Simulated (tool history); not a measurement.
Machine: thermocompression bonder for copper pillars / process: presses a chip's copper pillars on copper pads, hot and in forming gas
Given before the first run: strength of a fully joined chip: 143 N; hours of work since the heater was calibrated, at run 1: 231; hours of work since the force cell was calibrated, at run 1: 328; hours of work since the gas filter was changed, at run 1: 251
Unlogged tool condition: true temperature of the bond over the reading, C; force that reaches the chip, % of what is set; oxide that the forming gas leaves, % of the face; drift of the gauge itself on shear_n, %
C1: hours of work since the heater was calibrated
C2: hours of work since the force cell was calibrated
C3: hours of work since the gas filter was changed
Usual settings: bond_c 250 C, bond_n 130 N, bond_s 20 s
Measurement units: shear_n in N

{"run": 1, "day": 0.0, "bond_c": 250, "bond_n": 130, "bond_s": 20, "C1": 231, "C2": 328, "C3": 251, "shear_n": 49.5}
{"run": 2, "day": 0.675, "bond_c": 250, "bond_n": 130, "bond_s": 20, "C1": 237, "C2": 335, "C3": 257, "shear_n": 50.1}
{"run": 3, "day": 1.346, "bond_c": 232, "bond_n": 130, "bond_s": 20, "C1": 244, "C2": 342, "C3": 264, "shear_n": 38.5}
{"run": 4, "day": 2.171, "bond_c": 232, "bond_n": 130, "bond_s": 20, "C1": 252, "C2": 350, "C3": 272, "shear_n": 39.0}
{"run": 5, "day": 3.092, "bond_c": 232, "bond_n": 130, "bond_s": 20, "C1": 261, "C2": 359, "C3": 281, "shear_n": 39.2}
{"day": 3.308, "done": "forming gas filter changed"}
{"run": 6, "day": 3.888, "bond_c": 250, "bond_n": 191, "bond_s": 20, "C1": 268, "C2": 366, "C3": 6, "shear_n": 66.7}
{"run": 7, "day": 4.483, "bond_c": 250, "bond_n": 130, "bond_s": 20, "C1": 274, "C2": 372, "C3": 11, "shear_n": 51.8}
{"run": 8, "day": 5.108, "bond_c": 258, "bond_n": 130, "bond_s": 20, "C1": 280, "C2": 378, "C3": 18, "shear_n": 58.5}
{"run": 9, "day": 6.262, "bond_c": 258, "bond_n": 130, "bond_s": 20, "C1": 292, "C2": 389, "C3": 29, "shear_n": 58.1}
{"run": 10, "day": 7.229, "bond_c": 258, "bond_n": 130, "bond_s": 20, "C1": 301, "C2": 399, "C3": 38, "shear_n": 57.7}
{"run": 11, "day": 8.271, "bond_c": 250, "bond_n": 130, "bond_s": 20, "C1": 311, "C2": 409, "C3": 48, "shear_n": 53.1}
{"run": 12, "day": 9.312, "bond_c": 250, "bond_n": 130, "bond_s": 20, "C1": 321, "C2": 419, "C3": 58, "shear_n": 52.7}
{"run": 13, "day": 10.638, "bond_c": 250, "bond_n": 177, "bond_s": 20, "C1": 334, "C2": 432, "C3": 71, "shear_n": 64.2}
{"run": 14, "day": 11.304, "bond_c": 250, "bond_n": 177, "bond_s": 20, "C1": 341, "C2": 438, "C3": 78, "shear_n": 63.3}
{"run": 15, "day": 11.942, "bond_c": 250, "bond_n": 177, "bond_s": 20, "C1": 347, "C2": 445, "C3": 84, "shear_n": 64.8}
{"run": 16, "day": 12.7, "bond_c": 250, "bond_n": 177, "bond_s": 20, "C1": 354, "C2": 452, "C3": 92, "shear_n": 65.9}
{"run": 17, "day": 13.304, "bond_c": 250, "bond_n": 177, "bond_s": 20, "C1": 360, "C2": 458, "C3": 97, "shear_n": 65.5}
{"run": 18, "day": 14.0, "bond_c": 230, "bond_n": 130, "bond_s": 20, "C1": 367, "C2": 465, "C3": 104, "shear_n": 38.4}
{"run": 19, "day": 14.808, "bond_c": 230, "bond_n": 130, "bond_s": 20, "C1": 375, "C2": 473, "C3": 112, "shear_n": 38.7}
{"run": 20, "day": 15.721, "bond_c": 250, "bond_n": 130, "bond_s": 20, "C1": 384, "C2": 481, "C3": 121, "shear_n": 55.3}
{"run": 21, "day": 16.354, "bond_c": 250, "bond_n": 130, "bond_s": 20, "C1": 390, "C2": 488, "C3": 127, "shear_n": 52.6}
{"run": 22, "day": 17.504, "bond_c": 228, "bond_n": 130, "bond_s": 11, "C1": 401, "C2": 499, "C3": 138, "shear_n": 29.8}
{"run": 23, "day": 18.65, "bond_c": 228, "bond_n": 130, "bond_s": 11, "C1": 412, "C2": 510, "C3": 149, "shear_n": 30.2}
{"run": 24, "day": 19.262, "bond_c": 250, "bond_n": 141, "bond_s": 15, "C1": 418, "C2": 516, "C3": 155, "shear_n": 49.2}
{"run": 25, "day": 20.542, "bond_c": 259, "bond_n": 145, "bond_s": 46, "C1": 431, "C2": 528, "C3": 168, "shear_n": 83.1}
{"run": 26, "day": 21.825, "bond_c": 223, "bond_n": 87, "bond_s": 32, "C1": 443, "C2": 541, "C3": 180, "shear_n": 33.3}
{"run": 27, "day": 22.838, "bond_c": 223, "bond_n": 87, "bond_s": 32, "C1": 453, "C2": 551, "C3": 190, "shear_n": 33.2}
{"run": 28, "day": 23.583, "bond_c": 263, "bond_n": 103, "bond_s": 11, "C1": 460, "C2": 558, "C3": 198, "shear_n": 43.1}
{"run": 29, "day": 24.625, "bond_c": 254, "bond_n": 130, "bond_s": 35, "C1": 470, "C2": 568, "C3": 208, "shear_n": 70.2}
{"run": 30, "day": 25.183, "bond_c": 236, "bond_n": 130, "bond_s": 20, "C1": 476, "C2": 574, "C3": 213, "shear_n": 43.8}
{"run": 31, "day": 26.512, "bond_c": 250, "bond_n": 131, "bond_s": 20, "C1": 489, "C2": 587, "C3": 226, "shear_n": 55.1}
{"run": 32, "day": 27.062, "bond_c": 253, "bond_n": 111, "bond_s": 12, "C1": 494, "C2": 592, "C3": 231, "shear_n": 40.8}
{"run": 33, "day": 28.212, "bond_c": 250, "bond_n": 102, "bond_s": 27, "C1": 505, "C2": 603, "C3": 243, "shear_n": 51.8}
{"run": 34, "day": 29.129, "bond_c": 239, "bond_n": 121, "bond_s": 20, "C1": 514, "C2": 612, "C3": 252, "shear_n": 44.7}
{"run": 35, "day": 30.117, "bond_c": 234, "bond_n": 170, "bond_s": 22, "C1": 524, "C2": 622, "C3": 261, "shear_n": 53.8}
{"run": 36, "day": 30.708, "bond_c": 250, "bond_n": 120, "bond_s": 36, "C1": 530, "C2": 627, "C3": 267, "shear_n": 64.3}
{"run": 37, "day": 31.629, "bond_c": 233, "bond_n": 109, "bond_s": 21, "C1": 539, "C2": 636, "C3": 276, "shear_n": 38.5}
{"day": 32.308, "done": "forming gas filter changed"}
{"run": 38, "day": 32.979, "bond_c": 232, "bond_n": 133, "bond_s": 15, "C1": 552, "C2": 649, "C3": 7, "shear_n": 41.1}
{"run": 39, "day": 34.2, "bond_c": 232, "bond_n": 133, "bond_s": 15, "C1": 564, "C2": 661, "C3": 18, "shear_n": 39.2}

Predict each of these 5 candidate next runs independently; none follows another, all start after run 39:
{"run": "A", "day": 34.954, "bond_c": 250, "bond_n": 81, "bond_s": 20, "C1": 571, "C2": 669, "C3": 26, "shear_n": "?"}
{"run": "B", "day": 34.954, "bond_c": 238, "bond_n": 130, "bond_s": 15, "C1": 571, "C2": 669, "C3": 26, "shear_n": "?"}
{"run": "C", "day": 34.954, "bond_c": 278, "bond_n": 142, "bond_s": 20, "C1": 571, "C2": 669, "C3": 26, "shear_n": "?"}
{"run": "D", "day": 34.954, "bond_c": 271, "bond_n": 88, "bond_s": 15, "C1": 571, "C2": 669, "C3": 26, "shear_n": "?"}
{"run": "E", "day": 34.954, "bond_c": 240, "bond_n": 183, "bond_s": 49, "C1": 571, "C2": 669, "C3": 26, "shear_n": "?"}

run=A shear_n=40.6
run=B shear_n=42.9
run=C shear_n=80.7
run=D shear_n=51.3
run=E shear_n=84.1
With no hidden state in the tool, these same runs would have given:
run=A shear_n=35.9
run=B shear_n=37.7
run=C shear_n=74.3
run=D shear_n=46.2
run=E shear_n=76.3

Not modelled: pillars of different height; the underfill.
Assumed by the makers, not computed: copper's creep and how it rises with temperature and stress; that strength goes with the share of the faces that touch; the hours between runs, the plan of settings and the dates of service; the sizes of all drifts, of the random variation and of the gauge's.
